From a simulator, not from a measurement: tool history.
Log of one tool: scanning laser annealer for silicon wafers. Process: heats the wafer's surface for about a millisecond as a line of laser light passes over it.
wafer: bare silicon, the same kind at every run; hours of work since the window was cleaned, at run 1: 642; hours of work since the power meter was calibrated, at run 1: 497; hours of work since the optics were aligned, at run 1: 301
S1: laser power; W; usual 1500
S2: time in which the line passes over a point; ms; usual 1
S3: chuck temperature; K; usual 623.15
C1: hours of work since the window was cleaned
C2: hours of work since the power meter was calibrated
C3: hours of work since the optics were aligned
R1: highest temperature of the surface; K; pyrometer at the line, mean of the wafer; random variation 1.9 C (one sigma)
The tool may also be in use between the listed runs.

run,hour,S1,S2,S3,C1,C2,C3,R1
1,0,1500,1,623.15,642,497,301,1366.15
2,12.1,1283,1,623.15,647,502,306,1249.15
3,35.8,1283,1,623.15,658,513,317,1249.15
4,49.9,1500,1,623.15,664,519,323,1363.15
5,73.6,1500,0.96,623.15,675,530,334,1347.15
6,87,1500,1,623.15,681,536,340,1363.15
# hour 108.4: window over the wafer cleaned
7,116,1276,1,623.15,3,548,352,1249.15
8,136.6,1276,1,623.15,13,558,362,1247.15
9,157,1500,1,623.15,22,567,371,1363.15
10,181.2,1500,1,623.15,33,578,382,1368.15
11,210.8,1500,1,623.15,46,591,395,1362.15
12,237,1500,1,598.15,58,603,407,1338.15
13,261.7,1500,1,623.15,69,614,418,1363.15
14,277.3,1452,0.85,623.15,76,621,425,1279.15
15,301.4,1578,1,623.15,87,632,436,1406.15
16,322.3,1578,1,623.15,97,641,445,1409.15
17,343.1,1578,1,623.15,106,651,455,1401.15
18,355.9,1478,0.71,623.15,112,657,460,1223.15
19,370.5,1478,0.71,640.15,118,663,467,1238.15
20,397.8,1478,0.71,640.15,131,675,479,1241.15
21,423.4,1293,0.82,640.15,142,687,491,1206.15
22,453.5,1325,1.15,623.15,156,701,504,1327.15
23,471.9,1556,1.09,623.15,164,709,513,1428.15
24,487.9,1343,0.77,610.15,171,716,520,1176.15
25,510.1,1580,0.8,610.15,181,726,530,1298.15
26,526.6,1580,0.8,610.15,189,734,538,1299.15

3 ways to go on from here, each from the tool as it stands after run 26. What would each give?
A,553.4,1500,1,586.15,201,746,550,?
B,553.4,1403,1.1,623.15,201,746,550,?
C,553.4,1580,0.71,610.15,201,746,550,?

run,R1
A,1329.15
B,1353.15
C,1253.15
Without the tool's hidden state the same runs would have given:
run,R1
A,1329.15
B,1354.15
C,1254.15
